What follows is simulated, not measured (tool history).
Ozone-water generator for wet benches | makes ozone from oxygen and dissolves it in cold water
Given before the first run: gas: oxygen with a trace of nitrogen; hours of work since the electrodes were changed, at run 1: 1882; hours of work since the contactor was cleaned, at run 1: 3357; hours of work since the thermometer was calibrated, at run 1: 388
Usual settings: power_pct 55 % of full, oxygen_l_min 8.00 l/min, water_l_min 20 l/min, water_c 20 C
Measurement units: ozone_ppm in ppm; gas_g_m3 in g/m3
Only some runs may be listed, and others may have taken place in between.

run    hour  power_pct  oxygen_l_min  water_l_min  water_c  hours of work since the electrodes were changed  hours of work since the contactor was cleaned  hours of work since the thermometer was calibrated  ozone_ppm  gas_g_m3
  1     0.0         55          8.00           20       20                                             1882                                           3357                                                 388       18.2     166.3
  2    83.6         55         11.95           20       20                                             1956                                           3432                                                 462       16.4     129.9
  3   141.9         55         11.95           20       20                                             2008                                           3483                                                 514       16.9     129.4
      196.5  -- contactor cleaned
  4   219.4         55          8.00           20       20                                             2073                                             20                                                 579       18.3     165.8
  5   315.8         55          8.00           20       20                                             2159                                            106                                                 665       18.4     164.1
  6   439.5         55          8.00           20       20                                             2269                                            216                                                 774       18.3     162.9
  7   522.8         55          8.00           20       20                                             2342                                            289                                                 848       18.2     163.2
  8   628.1         55          8.00           20       20                                             2436                                            383                                                 942       18.4     163.9
  9   738.2         55          8.00           24       20                                             2533                                            481                                                1039       15.9     161.7
 10   822.2         55          7.91           20       20                                             2608                                            555                                                1114       18.6     162.3
 11   904.6         55          8.00           21       20                                             2681                                            628                                                1187       17.6     161.8
 12   983.9         55          8.00           21       20                                             2751                                            699                                                1257       17.6     161.6
     1007.0  -- gauge calibrated
 13  1038.0         55          8.00           21       20                                             2799                                            747                                                1305       17.6     164.3
 14  1117.0         47          8.00           20       20                                             2869                                            817                                                1375       16.1     142.7
 15  1195.1         55         12.52           20       20                                             2939                                            886                                                1445       16.7     124.4
 16  1284.3         55         12.52           20       20                                             3018                                            965                                                1524       16.7     124.8
 17  1386.0         55          6.39           20       20                                             3108                                           1055                                                1614       19.1     189.7
 18  1446.6         55          6.39           20       20                                             3162                                           1109                                                1668       18.8     189.2
 19  1552.3         55          4.15           22       20                                             3256                                           1203                                                1762       17.9     244.9
 20  1659.4         49          7.24           21       17                                             3351                                           1298                                                1857       17.2     156.6
 21  1712.2         49          7.24           21       17                                             3397                                           1345                                                1903       17.3     155.3
 22  1779.3         49          7.24           21       17                                             3457                                           1404                                                1963       17.2     156.3
 23  1832.3         56          7.09           29       17                                             3504                                           1451                                                2010       13.7     176.9
 24  1912.9         55          9.38           23       20                                             3576                                           1523                                                2081       15.9     145.8
 25  1991.9         57          8.00           26       12                                             3646                                           1593                                                2151       16.7     166.7
 26  2104.0         55          4.38           13       20                                             3745                                           1692                                                2251       28.9     233.2
 27  2154.2         80          8.00           27       20                                             3790                                           1737                                                2295       19.3     219.3
 28  2262.0         80          7.77           27       25                                             3885                                           1832                                                2391       18.0     224.6
 29  2367.1         80          7.77           27       25                                             3978                                           1926                                                2484       17.7     222.8
 30  2476.2         68          4.26           20       20                                             4075                                           2022                                                2581       23.8     279.8
 31  2570.4         42          4.84           20       17                                             4159                                           2106                                                2665       16.2     170.2
 32  2631.4         61          8.00           20       20                                             4213                                           2160                                                2719       19.8     173.0
 33  2729.0         79         12.51           25       20                                             4299                                           2247                                                2805       18.8     163.3

3 options for the next run, each taken on its own from the tool as it stands now. Forecast them:
  A  2846.5         55          8.00           16       16                                             4404                                           2351                                                2910          ?         ?
  B  2846.5         79         12.51           22       14                                             4404                                           2351                                                2910          ?         ?
  C  2846.5         55          8.00           30       20                                             4404                                           2351                                                2910          ?         ?

run  ozone_ppm  gas_g_m3
  A       24.0     158.8
  B       23.6     161.6
  C       12.5     158.0
Without the tool's hidden state the same runs would have given:
run  ozone_ppm  gas_g_m3
  A       24.1     168.3
  B       23.7     171.3
  C       12.6     167.4
